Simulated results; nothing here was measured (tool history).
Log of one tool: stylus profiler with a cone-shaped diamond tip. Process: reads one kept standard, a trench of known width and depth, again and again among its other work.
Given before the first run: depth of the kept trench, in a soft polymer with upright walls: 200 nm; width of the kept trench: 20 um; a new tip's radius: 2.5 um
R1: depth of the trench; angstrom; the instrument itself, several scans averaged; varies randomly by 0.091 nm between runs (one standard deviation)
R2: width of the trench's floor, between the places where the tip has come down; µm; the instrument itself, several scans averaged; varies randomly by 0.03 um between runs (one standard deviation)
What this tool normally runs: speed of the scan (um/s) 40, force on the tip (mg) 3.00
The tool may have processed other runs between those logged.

run 1 hour=0.0 | speed_of_the_scan_(um/s)=40 force_on_the_tip_(mg)=3.00 | R1=2021.1 R2=17.60
run 2 hour=26.0 | speed_of_the_scan_(um/s)=40 force_on_the_tip_(mg)=3.00 | R1=2021.6 R2=17.61
run 3 hour=41.7 | speed_of_the_scan_(um/s)=40 force_on_the_tip_(mg)=1.04 | R1=2013.2 R2=17.48
run 4 hour=67.3 | speed_of_the_scan_(um/s)=40 force_on_the_tip_(mg)=1.04 | R1=2012.9 R2=17.50
run 5 hour=81.8 | speed_of_the_scan_(um/s)=40 force_on_the_tip_(mg)=5.77 | R1=2030.9 R2=17.62
run 6 hour=106.5 | speed_of_the_scan_(um/s)=40 force_on_the_tip_(mg)=3.00 | R1=2021.3 R2=17.58
run 7 hour=128.9 | speed_of_the_scan_(um/s)=40 force_on_the_tip_(mg)=3.00 | R1=2021.3 R2=17.61
-- hour=132.0 height scale calibrated on a step standard
run 8 hour=157.0 | speed_of_the_scan_(um/s)=40 force_on_the_tip_(mg)=3.00 | R1=2021.9 R2=17.59
run 9 hour=175.4 | speed_of_the_scan_(um/s)=29 force_on_the_tip_(mg)=3.00 | R1=2023.3 R2=17.67
-- hour=180.3 height scale calibrated on a step standard, once more
run 10 hour=193.9 | speed_of_the_scan_(um/s)=29 force_on_the_tip_(mg)=3.00 | R1=2018.1 R2=17.56
run 11 hour=207.7 | speed_of_the_scan_(um/s)=40 force_on_the_tip_(mg)=1.96 | R1=2013.5 R2=17.51
run 12 hour=229.4 | speed_of_the_scan_(um/s)=40 force_on_the_tip_(mg)=1.96 | R1=2015.2 R2=17.48
run 13 hour=249.7 | speed_of_the_scan_(um/s)=40 force_on_the_tip_(mg)=1.96 | R1=2012.9 R2=17.55
run 14 hour=282.0 | speed_of_the_scan_(um/s)=20 force_on_the_tip_(mg)=3.38 | R1=2019.4 R2=17.59
run 15 hour=303.1 | speed_of_the_scan_(um/s)=17 force_on_the_tip_(mg)=4.63 | R1=2023.3 R2=17.66
run 16 hour=323.9 | speed_of_the_scan_(um/s)=17 force_on_the_tip_(mg)=4.63 | R1=2024.4 R2=17.58
run 17 hour=343.3 | speed_of_the_scan_(um/s)=83 force_on_the_tip_(mg)=1.93 | R1=2013.6 R2=17.31
run 18 hour=375.0 | speed_of_the_scan_(um/s)=83 force_on_the_tip_(mg)=1.93 | R1=2014.2 R2=17.30
run 19 hour=394.1 | speed_of_the_scan_(um/s)=64 force_on_the_tip_(mg)=1.02 | R1=2011.3 R2=17.22
run 20 hour=408.0 | speed_of_the_scan_(um/s)=61 force_on_the_tip_(mg)=1.13 | R1=2010.9 R2=17.30
run 21 hour=429.0 | speed_of_the_scan_(um/s)=61 force_on_the_tip_(mg)=1.13 | R1=2012.0 R2=17.35
run 22 hour=443.6 | speed_of_the_scan_(um/s)=16 force_on_the_tip_(mg)=4.60 | R1=2025.3 R2=17.62
run 23 hour=464.4 | speed_of_the_scan_(um/s)=91 force_on_the_tip_(mg)=6.19 | R1=2029.6 R2=17.44
run 24 hour=489.2 | speed_of_the_scan_(um/s)=30 force_on_the_tip_(mg)=8.12 | R1=2036.3 R2=17.58

Each row is a separate what-if for the run after 24, all from the same tool condition, not one after another. Results?
run A hour=502.2 | speed_of_the_scan_(um/s)=15 force_on_the_tip_(mg)=4.36 | R1=? R2=?
run B hour=502.2 | speed_of_the_scan_(um/s)=37 force_on_the_tip_(mg)=3.95 | R1=? R2=?
run C hour=502.2 | speed_of_the_scan_(um/s)=57 force_on_the_tip_(mg)=8.12 | R1=? R2=?

run=A R1=2023.2 R2=17.63
run=B R1=2021.6 R2=17.53
run=C R1=2034.4 R2=17.55
Had the tool no hidden state, the same runs would have come out as:
run=A R1=2021.2 R2=18.01
run=B R1=2019.6 R2=17.91
run=C R1=2032.4 R2=17.93
